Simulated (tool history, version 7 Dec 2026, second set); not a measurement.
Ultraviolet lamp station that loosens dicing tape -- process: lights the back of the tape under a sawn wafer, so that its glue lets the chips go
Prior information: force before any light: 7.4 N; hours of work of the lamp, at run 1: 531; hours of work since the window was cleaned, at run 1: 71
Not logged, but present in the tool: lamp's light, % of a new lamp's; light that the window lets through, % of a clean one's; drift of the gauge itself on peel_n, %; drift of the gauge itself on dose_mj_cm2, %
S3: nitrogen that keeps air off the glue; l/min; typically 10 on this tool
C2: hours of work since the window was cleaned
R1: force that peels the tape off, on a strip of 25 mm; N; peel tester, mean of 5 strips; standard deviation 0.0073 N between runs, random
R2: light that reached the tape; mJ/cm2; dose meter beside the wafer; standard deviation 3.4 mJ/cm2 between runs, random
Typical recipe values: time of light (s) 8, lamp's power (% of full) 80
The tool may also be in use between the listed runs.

Run 1, day 0.000: usual settings; hours of work of the lamp 531; C2 71. Result: R1 0.469 N, R2 421 mJ/cm2.
Run 2, day 1.004: usual settings; hours of work of the lamp 550; C2 89. Result: R1 0.487 N, R2 414 mJ/cm2.
Run 3, day 1.717: usual settings; hours of work of the lamp 563; C2 102. Result: R1 0.481 N, R2 418 mJ/cm2.
Run 4, day 2.221: usual settings; hours of work of the lamp 572; C2 111. Result: R1 0.487 N, R2 411 mJ/cm2.
Run 5, day 2.888: usual settings; hours of work of the lamp 584; C2 123. Result: R1 0.506 N, R2 401 mJ/cm2.
Run 6, day 3.717: usual settings; hours of work of the lamp 599; C2 138. Result: R1 0.514 N, R2 399 mJ/cm2.
Run 7, day 4.442: usual settings but lamp's power (% of full) 75; hours of work of the lamp 612; C2 152. Result: R1 0.618 N, R2 376 mJ/cm2.
Run 8, day 4.971: usual settings but lamp's power (% of full) 75; hours of work of the lamp 622; C2 161. Result: R1 0.613 N, R2 373 mJ/cm2.
Run 9, day 5.929: usual settings but lamp's power (% of full) 75; hours of work of the lamp 639; C2 179. Result: R1 0.645 N, R2 365 mJ/cm2.
Run 10, day 6.583: usual settings but lamp's power (% of full) 75, S3 3 l/min; hours of work of the lamp 651; C2 191. Result: R1 1.355 N, R2 358 mJ/cm2.
Run 11, day 7.442: usual settings but lamp's power (% of full) 75, S3 3 l/min; hours of work of the lamp 667; C2 206. Result: R1 1.443 N, R2 353 mJ/cm2.
Run 12, day 8.179: usual settings but lamp's power (% of full) 75, S3 3 l/min; hours of work of the lamp 680; C2 220. Result: R1 1.418 N, R2 349 mJ/cm2.
Run 13, day 8.954: usual settings but lamp's power (% of full) 75, S3 3 l/min; hours of work of the lamp 694; C2 234. Result: R1 1.491 N, R2 343 mJ/cm2.
Run 14, day 9.488: usual settings but lamp's power (% of full) 82, S3 3 l/min; hours of work of the lamp 704; C2 243. Result: R1 1.295 N, R2 376 mJ/cm2.
Run 15, day 10.212: usual settings but time of light (s) 7; hours of work of the lamp 717; C2 257. Result: R1 0.879 N, R2 315 mJ/cm2.
Run 16, day 11.096: usual settings; hours of work of the lamp 733; C2 273. Result: R1 0.686 N, R2 355 mJ/cm2.
Run 17, day 11.846: usual settings; hours of work of the lamp 747; C2 286. Result: R1 0.679 N, R2 349 mJ/cm2.
Run 18, day 12.554: usual settings; hours of work of the lamp 760; C2 299. Result: R1 0.695 N, R2 341 mJ/cm2.
Run 19, day 13.408: usual settings but time of light (s) 7, lamp's power (% of full) 90, S3 8 l/min; hours of work of the lamp 775; C2 315. Result: R1 0.827 N, R2 339 mJ/cm2.
Run 20, day 13.942: usual settings but time of light (s) 4, lamp's power (% of full) 90, S3 18 l/min; hours of work of the lamp 785; C2 325. Result: R1 1.614 N, R2 188 mJ/cm2.
Run 21, day 14.371: usual settings but time of light (s) 6, S3 15 l/min; hours of work of the lamp 793; C2 332. Result: R1 1.077 N, R2 252 mJ/cm2.
Run 22, day 15.183: usual settings but S3 15 l/min; hours of work of the lamp 808; C2 347. Result: R1 0.620 N, R2 338 mJ/cm2.
Run 23, day 15.725: usual settings but time of light (s) 5, S3 15 l/min; hours of work of the lamp 818; C2 357. Result: R1 1.496 N, R2 201 mJ/cm2.
Run 24, day 16.429: usual settings but time of light (s) 14, lamp's power (% of full) 98, S3 17 l/min; hours of work of the lamp 830; C2 370. Result: R1 0.161 N, R2 691 mJ/cm2.

What does the tool deliver on the next run?
Run 25, day 17.317: usual settings but time of light (s) 11, lamp's power (% of full) 65, S3 15 l/min; hours of work of the lamp 846; C2 386. Result: R1 ?, R2 ?.

For run 25 the tool returned R1 0.548 N, R2 357 mJ/cm2.
If the tool had no hidden condition, the same run with the same run-to-run variation would have returned R1 0.191 N, R2 615 mJ/cm2.
